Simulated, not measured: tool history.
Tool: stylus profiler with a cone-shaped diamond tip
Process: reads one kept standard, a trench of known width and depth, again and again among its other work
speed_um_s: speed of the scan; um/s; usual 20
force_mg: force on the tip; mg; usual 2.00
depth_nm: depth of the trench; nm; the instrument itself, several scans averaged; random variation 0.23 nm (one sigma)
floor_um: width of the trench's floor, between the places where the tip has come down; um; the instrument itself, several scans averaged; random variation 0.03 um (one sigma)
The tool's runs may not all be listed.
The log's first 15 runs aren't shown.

run,hour,speed_um_s,force_mg,depth_nm,floor_um
16,1342.9,20,3.20,1021.32,94.94
17,1405.5,6,2.76,1018.97,94.92
# hour 1411.6: height scale calibrated on a step standard
18,1509.5,13,3.23,1021.08,94.76
19,1616.3,20,1.75,1015.33,94.72
# hour 1647.8: height scale calibrated on a step standard, once more
20,1686.6,11,1.15,1010.42,94.70
21,1813.7,11,1.15,1010.42,94.65
22,1912.1,19,1.69,1013.35,94.53
23,2030.6,19,1.69,1013.47,94.41
24,2148.7,6,1.49,1012.32,94.40
25,2200.7,6,1.49,1012.55,94.41
26,2319.3,25,1.25,1011.49,94.24
27,2406.0,25,1.25,1011.59,94.19
28,2534.5,56,1.86,1014.42,93.96
29,2639.0,6,5.11,1027.74,94.21
30,2719.9,16,5.25,1028.44,94.07
31,2808.2,16,5.25,1028.31,94.02
32,2894.1,20,1.03,1011.27,93.94

4 ways to go on from here, each from the tool as it stands after run 32. What would each give?
A,2980.3,15,1.55,?,?
B,2980.3,12,4.42,?,?
C,2980.3,16,2.51,?,?
D,2980.3,20,5.64,?,?

run,depth_nm,floor_um
A,1013.55,93.96
B,1025.74,94.01
C,1018.05,93.91
D,1030.47,93.96
Without the tool's hidden state the same runs would have given:
run,depth_nm,floor_um
A,1012.09,95.96
B,1024.25,96.01
C,1016.57,95.91
D,1028.98,95.96
